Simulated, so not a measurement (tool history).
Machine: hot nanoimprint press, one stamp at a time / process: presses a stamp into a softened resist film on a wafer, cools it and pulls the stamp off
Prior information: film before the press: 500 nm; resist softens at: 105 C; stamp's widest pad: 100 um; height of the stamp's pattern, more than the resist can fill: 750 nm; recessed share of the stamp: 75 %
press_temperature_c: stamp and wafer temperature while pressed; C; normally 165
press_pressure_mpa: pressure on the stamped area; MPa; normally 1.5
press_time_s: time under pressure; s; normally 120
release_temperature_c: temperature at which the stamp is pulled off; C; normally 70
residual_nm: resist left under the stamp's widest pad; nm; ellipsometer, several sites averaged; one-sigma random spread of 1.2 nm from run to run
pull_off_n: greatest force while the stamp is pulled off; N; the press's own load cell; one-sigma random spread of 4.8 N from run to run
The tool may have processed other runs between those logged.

{"run": 1, "hour": 0.0, "press_temperature_c": 165, "press_pressure_mpa": 1.5, "press_time_s": 120, "release_temperature_c": 70, "residual_nm": 162.6, "pull_off_n": 247}
{"run": 2, "hour": 10.3, "press_temperature_c": 165, "press_pressure_mpa": 1.5, "press_time_s": 120, "release_temperature_c": 70, "residual_nm": 162.2, "pull_off_n": 248}
{"run": 3, "hour": 28.8, "press_temperature_c": 165, "press_pressure_mpa": 1.5, "press_time_s": 120, "release_temperature_c": 70, "residual_nm": 162.9, "pull_off_n": 264}
{"run": 4, "hour": 50.9, "press_temperature_c": 165, "press_pressure_mpa": 1.5, "press_time_s": 120, "release_temperature_c": 70, "residual_nm": 164.5, "pull_off_n": 264}
{"run": 5, "hour": 67.7, "press_temperature_c": 165, "press_pressure_mpa": 1.5, "press_time_s": 120, "release_temperature_c": 70, "residual_nm": 161.2, "pull_off_n": 266}
{"run": 6, "hour": 89.4, "press_temperature_c": 165, "press_pressure_mpa": 1.83, "press_time_s": 120, "release_temperature_c": 70, "residual_nm": 146.3, "pull_off_n": 278}
{"run": 7, "hour": 100.0, "press_temperature_c": 165, "press_pressure_mpa": 1.83, "press_time_s": 120, "release_temperature_c": 70, "residual_nm": 145.7, "pull_off_n": 269}
{"run": 8, "hour": 116.9, "press_temperature_c": 165, "press_pressure_mpa": 1.83, "press_time_s": 120, "release_temperature_c": 70, "residual_nm": 145.8, "pull_off_n": 288}
{"run": 9, "hour": 132.2, "press_temperature_c": 165, "press_pressure_mpa": 1.5, "press_time_s": 120, "release_temperature_c": 64, "residual_nm": 163.4, "pull_off_n": 297}
{"run": 10, "hour": 150.5, "press_temperature_c": 165, "press_pressure_mpa": 1.5, "press_time_s": 120, "release_temperature_c": 64, "residual_nm": 158.4, "pull_off_n": 315}
{"run": 11, "hour": 175.1, "press_temperature_c": 174, "press_pressure_mpa": 1.5, "press_time_s": 120, "release_temperature_c": 70, "residual_nm": 93.5, "pull_off_n": 299}
{"run": 12, "hour": 189.3, "press_temperature_c": 174, "press_pressure_mpa": 1.5, "press_time_s": 120, "release_temperature_c": 70, "residual_nm": 93.1, "pull_off_n": 300}
{"run": 13, "hour": 210.5, "press_temperature_c": 165, "press_pressure_mpa": 1.5, "press_time_s": 120, "release_temperature_c": 70, "residual_nm": 159.2, "pull_off_n": 311}
{"run": 14, "hour": 234.5, "press_temperature_c": 165, "press_pressure_mpa": 1.5, "press_time_s": 120, "release_temperature_c": 70, "residual_nm": 159.9, "pull_off_n": 314}
{"hour": 241.9, "done": "plate thermocouple calibrated"}
{"run": 15, "hour": 248.5, "press_temperature_c": 165, "press_pressure_mpa": 1.5, "press_time_s": 120, "release_temperature_c": 70, "residual_nm": 175.5, "pull_off_n": 327}
{"run": 16, "hour": 268.4, "press_temperature_c": 165, "press_pressure_mpa": 1.5, "press_time_s": 120, "release_temperature_c": 70, "residual_nm": 173.9, "pull_off_n": 326}
{"run": 17, "hour": 279.2, "press_temperature_c": 165, "press_pressure_mpa": 1.5, "press_time_s": 120, "release_temperature_c": 70, "residual_nm": 174.8, "pull_off_n": 336}
{"run": 18, "hour": 302.3, "press_temperature_c": 165, "press_pressure_mpa": 1.5, "press_time_s": 120, "release_temperature_c": 70, "residual_nm": 173, "pull_off_n": 352}
{"run": 19, "hour": 322.9, "press_temperature_c": 158, "press_pressure_mpa": 1.5, "press_time_s": 120, "release_temperature_c": 70, "residual_nm": 262.2, "pull_off_n": 358}
{"run": 20, "hour": 344.8, "press_temperature_c": 158, "press_pressure_mpa": 1.5, "press_time_s": 120, "release_temperature_c": 70, "residual_nm": 259, "pull_off_n": 353}
{"run": 21, "hour": 363.2, "press_temperature_c": 157, "press_pressure_mpa": 1.73, "press_time_s": 178, "release_temperature_c": 64, "residual_nm": 225.9, "pull_off_n": 380}
{"run": 22, "hour": 376.1, "press_temperature_c": 157, "press_pressure_mpa": 1.8, "press_time_s": 178, "release_temperature_c": 64, "residual_nm": 219, "pull_off_n": 398}
{"run": 23, "hour": 392.1, "press_temperature_c": 165, "press_pressure_mpa": 1.5, "press_time_s": 75, "release_temperature_c": 71, "residual_nm": 209.3, "pull_off_n": 358}
{"run": 24, "hour": 412.2, "press_temperature_c": 173, "press_pressure_mpa": 0.95, "press_time_s": 63, "release_temperature_c": 60, "residual_nm": 177.5, "pull_off_n": 420}
{"run": 25, "hour": 431.1, "press_temperature_c": 173, "press_pressure_mpa": 0.95, "press_time_s": 63, "release_temperature_c": 60, "residual_nm": 176.2, "pull_off_n": 425}
{"run": 26, "hour": 445.7, "press_temperature_c": 173, "press_pressure_mpa": 0.95, "press_time_s": 63, "release_temperature_c": 60, "residual_nm": 176.2, "pull_off_n": 427}
{"hour": 459.0, "done": "stamp cleaned and given a new release coat"}
{"run": 27, "hour": 464.1, "press_temperature_c": 155, "press_pressure_mpa": 1.46, "press_time_s": 120, "release_temperature_c": 70, "residual_nm": 303.7, "pull_off_n": 235}
{"run": 28, "hour": 475.2, "press_temperature_c": 174, "press_pressure_mpa": 2.31, "press_time_s": 120, "release_temperature_c": 70, "residual_nm": 80.6, "pull_off_n": 232}
{"run": 29, "hour": 493.4, "press_temperature_c": 160, "press_pressure_mpa": 1.27, "press_time_s": 229, "release_temperature_c": 68, "residual_nm": 190, "pull_off_n": 240}
{"run": 30, "hour": 513.9, "press_temperature_c": 160, "press_pressure_mpa": 1.27, "press_time_s": 229, "release_temperature_c": 68, "residual_nm": 190.9, "pull_off_n": 251}

Predict each of these 4 candidate next runs independently; none follows another, all start after run 30:
{"run": "A", "hour": 536.2, "press_temperature_c": 175, "press_pressure_mpa": 1.5, "press_time_s": 120, "release_temperature_c": 71, "residual_nm": "?", "pull_off_n": "?"}
{"run": "B", "hour": 536.2, "press_temperature_c": 159, "press_pressure_mpa": 1.38, "press_time_s": 176, "release_temperature_c": 70, "residual_nm": "?", "pull_off_n": "?"}
{"run": "C", "hour": 536.2, "press_temperature_c": 160, "press_pressure_mpa": 1.27, "press_time_s": 229, "release_temperature_c": 72, "residual_nm": "?", "pull_off_n": "?"}
{"run": "D", "hour": 536.2, "press_temperature_c": 173, "press_pressure_mpa": 1.27, "press_time_s": 87, "release_temperature_c": 69, "residual_nm": "?", "pull_off_n": "?"}

run=A residual_nm=93.7 pull_off_n=261
run=B residual_nm=213.7 pull_off_n=261
run=C residual_nm=188.5 pull_off_n=249
run=D residual_nm=132 pull_off_n=259
Take away the tool's hidden state, keep each run's random variation, and the runs would have read:
run=A residual_nm=97 pull_off_n=239
run=B residual_nm=222.2 pull_off_n=240
run=C residual_nm=196.3 pull_off_n=228
run=D residual_nm=136.8 pull_off_n=238
